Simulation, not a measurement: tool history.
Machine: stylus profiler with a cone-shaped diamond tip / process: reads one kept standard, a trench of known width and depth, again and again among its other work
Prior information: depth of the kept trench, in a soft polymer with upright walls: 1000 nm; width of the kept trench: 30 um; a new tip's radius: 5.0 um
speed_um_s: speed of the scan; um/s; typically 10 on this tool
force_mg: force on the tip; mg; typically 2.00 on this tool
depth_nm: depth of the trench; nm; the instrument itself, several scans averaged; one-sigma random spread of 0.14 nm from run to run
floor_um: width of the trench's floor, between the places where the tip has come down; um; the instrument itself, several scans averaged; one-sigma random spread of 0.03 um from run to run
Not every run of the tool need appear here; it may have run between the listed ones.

run	hour	speed_um_s	force_mg	depth_nm	floor_um
1	0.0	10	2.00	1007.91	23.04
2	69.7	10	2.00	1008.17	22.96
3	213.4	10	2.00	1008.19	22.98
4	286.9	10	2.00	1008.31	22.89
5	370.4	10	2.00	1008.07	22.71
6	472.5	10	2.00	1008.56	22.70
# hour 483.5: height scale calibrated on a step standard
7	542.1	10	2.00	1009.19	22.62
8	606.0	5	2.00	1009.26	22.63
9	698.8	5	0.67	1005.65	22.60
10	766.9	38	0.70	1006.15	22.20
11	880.0	6	0.70	1006.28	22.41
12	960.2	3	4.00	1013.54	22.37
13	1055.0	3	0.75	1006.39	22.26
# hour 1102.1: height scale calibrated on a step standard, once more
14	1125.1	4	2.03	1006.91	22.27
15	1248.0	9	5.99	1014.33	22.16
16	1378.4	9	5.99	1014.77	22.04
17	1523.0	22	2.88	1009.04	21.87
18	1664.7	10	2.10	1007.28	21.85

Alternative continuations, all from the tool just after run 18; predict every row:
A	1798.6	10	3.96	?	?
B	1798.6	10	0.73	?	?
C	1798.6	4	0.94	?	?
D	1798.6	12	1.07	?	?

run	depth_nm	floor_um
A	1011.32	21.78
B	1003.76	21.71
C	1004.45	21.79
D	1005.18	21.75
With no hidden state in the tool, these same runs would have given:
run	depth_nm	floor_um
A	1010.98	23.96
B	1003.42	23.89
C	1004.10	23.96
D	1004.84	23.93

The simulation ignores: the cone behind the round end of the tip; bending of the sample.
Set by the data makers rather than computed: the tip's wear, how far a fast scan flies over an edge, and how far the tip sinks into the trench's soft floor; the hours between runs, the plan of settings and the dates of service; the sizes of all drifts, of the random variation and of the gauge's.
